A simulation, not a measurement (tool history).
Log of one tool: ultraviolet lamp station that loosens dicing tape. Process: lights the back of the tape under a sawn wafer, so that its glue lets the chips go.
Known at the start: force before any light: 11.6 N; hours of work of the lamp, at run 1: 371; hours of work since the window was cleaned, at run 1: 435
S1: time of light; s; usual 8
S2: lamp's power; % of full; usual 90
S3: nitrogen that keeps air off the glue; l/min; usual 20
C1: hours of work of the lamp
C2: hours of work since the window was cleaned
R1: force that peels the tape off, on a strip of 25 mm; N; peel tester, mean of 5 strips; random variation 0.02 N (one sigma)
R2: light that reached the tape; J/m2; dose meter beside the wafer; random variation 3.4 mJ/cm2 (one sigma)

{"run": 1, "day": 0.0, "S1": 8, "S2": 90, "S3": 20, "C1": 371, "C2": 435, "R1": 1.898, "R2": 3930}
{"run": 2, "day": 2.296, "S1": 8, "S2": 65, "S3": 20, "C1": 395, "C2": 459, "R1": 3.151, "R2": 2780}
{"run": 3, "day": 5.5, "S1": 8, "S2": 65, "S3": 20, "C1": 428, "C2": 492, "R1": 3.189, "R2": 2710}
{"run": 4, "day": 9.062, "S1": 8, "S2": 65, "S3": 20, "C1": 465, "C2": 529, "R1": 3.425, "R2": 2580}
{"run": 5, "day": 12.271, "S1": 8, "S2": 61, "S3": 20, "C1": 498, "C2": 563, "R1": 3.739, "R2": 2390}
{"run": 6, "day": 13.779, "S1": 8, "S2": 90, "S3": 20, "C1": 514, "C2": 578, "R1": 2.314, "R2": 3410}
{"run": 7, "day": 16.933, "S1": 8, "S2": 90, "S3": 20, "C1": 547, "C2": 611, "R1": 2.622, "R2": 3320}
{"run": 8, "day": 19.554, "S1": 11, "S2": 90, "S3": 20, "C1": 574, "C2": 638, "R1": 1.49, "R2": 4390}
{"day": 21.604, "done": "window cleaned of glue's vapour"}
{"run": 9, "day": 22.388, "S1": 8, "S2": 90, "S3": 9, "C1": 604, "C2": 8, "R1": 3.439, "R2": 3570}
{"run": 10, "day": 24.933, "S1": 8, "S2": 90, "S3": 20, "C1": 630, "C2": 35, "R1": 2.253, "R2": 3460}
{"run": 11, "day": 27.246, "S1": 8, "S2": 90, "S3": 20, "C1": 654, "C2": 59, "R1": 2.482, "R2": 3360}
{"run": 12, "day": 29.171, "S1": 8, "S2": 90, "S3": 20, "C1": 674, "C2": 79, "R1": 2.504, "R2": 3200}
{"run": 13, "day": 30.671, "S1": 8, "S2": 91, "S3": 20, "C1": 690, "C2": 94, "R1": 2.482, "R2": 3270}
{"run": 14, "day": 32.304, "S1": 8, "S2": 91, "S3": 20, "C1": 707, "C2": 111, "R1": 2.59, "R2": 3210}
{"run": 15, "day": 34.05, "S1": 8, "S2": 91, "S3": 20, "C1": 725, "C2": 130, "R1": 2.693, "R2": 3140}
{"day": 36.058, "done": "lamp changed"}
{"run": 16, "day": 36.058, "S1": 8, "S2": 91, "S3": 20, "C1": 0, "C2": 150, "R1": 1.02, "R2": 5220}
{"run": 17, "day": 37.996, "S1": 8, "S2": 91, "S3": 20, "C1": 20, "C2": 170, "R1": 1.083, "R2": 5190}
{"run": 18, "day": 40.667, "S1": 7, "S2": 91, "S3": 20, "C1": 48, "C2": 198, "R1": 1.479, "R2": 4410}
{"run": 19, "day": 43.733, "S1": 8, "S2": 90, "S3": 16, "C1": 80, "C2": 230, "R1": 1.448, "R2": 4850}
{"run": 20, "day": 45.454, "S1": 8, "S2": 90, "S3": 7, "C1": 98, "C2": 248, "R1": 2.604, "R2": 4760}
{"run": 21, "day": 47.971, "S1": 8, "S2": 90, "S3": 7, "C1": 124, "C2": 274, "R1": 2.629, "R2": 4670}
{"run": 22, "day": 50.512, "S1": 8, "S2": 90, "S3": 7, "C1": 150, "C2": 300, "R1": 2.73, "R2": 4540}
{"run": 23, "day": 52.154, "S1": 8, "S2": 90, "S3": 7, "C1": 167, "C2": 317, "R1": 2.743, "R2": 4500}
{"run": 24, "day": 53.642, "S1": 8, "S2": 90, "S3": 7, "C1": 183, "C2": 333, "R1": 2.879, "R2": 4430}
{"run": 25, "day": 56.783, "S1": 8, "S2": 90, "S3": 7, "C1": 216, "C2": 366, "R1": 2.95, "R2": 4310}
{"run": 26, "day": 59.829, "S1": 13, "S2": 89, "S3": 7, "C1": 247, "C2": 397, "R1": 1.409, "R2": 6720}
{"run": 27, "day": 62.221, "S1": 10, "S2": 97, "S3": 8, "C1": 272, "C2": 422, "R1": 1.852, "R2": 5510}
{"run": 28, "day": 64.746, "S1": 10, "S2": 97, "S3": 8, "C1": 299, "C2": 448, "R1": 1.943, "R2": 5440}
{"run": 29, "day": 67.696, "S1": 10, "S2": 97, "S3": 8, "C1": 329, "C2": 479, "R1": 2.006, "R2": 5260}
{"run": 30, "day": 70.417, "S1": 7, "S2": 81, "S3": 20, "C1": 357, "C2": 507, "R1": 2.844, "R2": 2990}
{"run": 31, "day": 71.925, "S1": 15, "S2": 60, "S3": 20, "C1": 373, "C2": 523, "R1": 1.35, "R2": 4680}
{"run": 32, "day": 73.504, "S1": 15, "S2": 77, "S3": 10, "C1": 390, "C2": 540, "R1": 1.424, "R2": 5900}
{"run": 33, "day": 76.175, "S1": 15, "S2": 77, "S3": 10, "C1": 417, "C2": 567, "R1": 1.531, "R2": 5760}
{"run": 34, "day": 79.696, "S1": 15, "S2": 77, "S3": 10, "C1": 454, "C2": 604, "R1": 1.544, "R2": 5550}
{"run": 35, "day": 82.421, "S1": 6, "S2": 97, "S3": 7, "C1": 482, "C2": 632, "R1": 4.965, "R2": 2710}
{"run": 36, "day": 84.05, "S1": 14, "S2": 61, "S3": 6, "C1": 499, "C2": 649, "R1": 3.646, "R2": 3950}
{"day": 85.088, "done": "window cleaned of glue's vapour"}
{"run": 37, "day": 85.962, "S1": 14, "S2": 61, "S3": 6, "C1": 519, "C2": 9, "R1": 3.112, "R2": 4410}
{"run": 38, "day": 87.454, "S1": 6, "S2": 80, "S3": 20, "C1": 535, "C2": 25, "R1": 3.585, "R2": 2430}
{"run": 39, "day": 89.533, "S1": 6, "S2": 78, "S3": 20, "C1": 556, "C2": 46, "R1": 3.941, "R2": 2300}
{"run": 40, "day": 92.192, "S1": 8, "S2": 78, "S3": 20, "C1": 584, "C2": 74, "R1": 2.778, "R2": 3030}
{"run": 41, "day": 93.867, "S1": 5, "S2": 90, "S3": 30, "C1": 601, "C2": 91, "R1": 3.78, "R2": 2120}
{"run": 42, "day": 96.658, "S1": 4, "S2": 89, "S3": 11, "C1": 630, "C2": 120, "R1": 6.227, "R2": 1640}

Hidden state or all else? Some run-to-run changes of R1, split into what the settings, what came in and random variation would give without the hidden state, and what is left for the hidden state (with any gauge scatter that isn't in both results):
The hidden state here: lamp's light, % of a new lamp's; light that the window lets through, % of a clean one's; drift of the gauge itself on peel_n, %; drift of the gauge itself on dose_mj_cm2, %.
Run 8 -> 9: S1 11 -> 8, S3 20 -> 9, window cleaned of glue's vapour. R1 +1.949 N: hidden state +0.543, all else +1.406.
Run 15 -> 16: lamp changed. R1 -1.673 N: hidden state -1.638, all else -0.035.
Run 34 -> 35: S1 15 -> 6, S2 77 -> 97, S3 10 -> 7. R1 +3.421 N: hidden state +1.011, all else +2.41.
Run 41 -> 42: S1 5 -> 4, S2 90 -> 89, S3 30 -> 11. R1 +2.447 N: hidden state +0.208, all else +2.239.

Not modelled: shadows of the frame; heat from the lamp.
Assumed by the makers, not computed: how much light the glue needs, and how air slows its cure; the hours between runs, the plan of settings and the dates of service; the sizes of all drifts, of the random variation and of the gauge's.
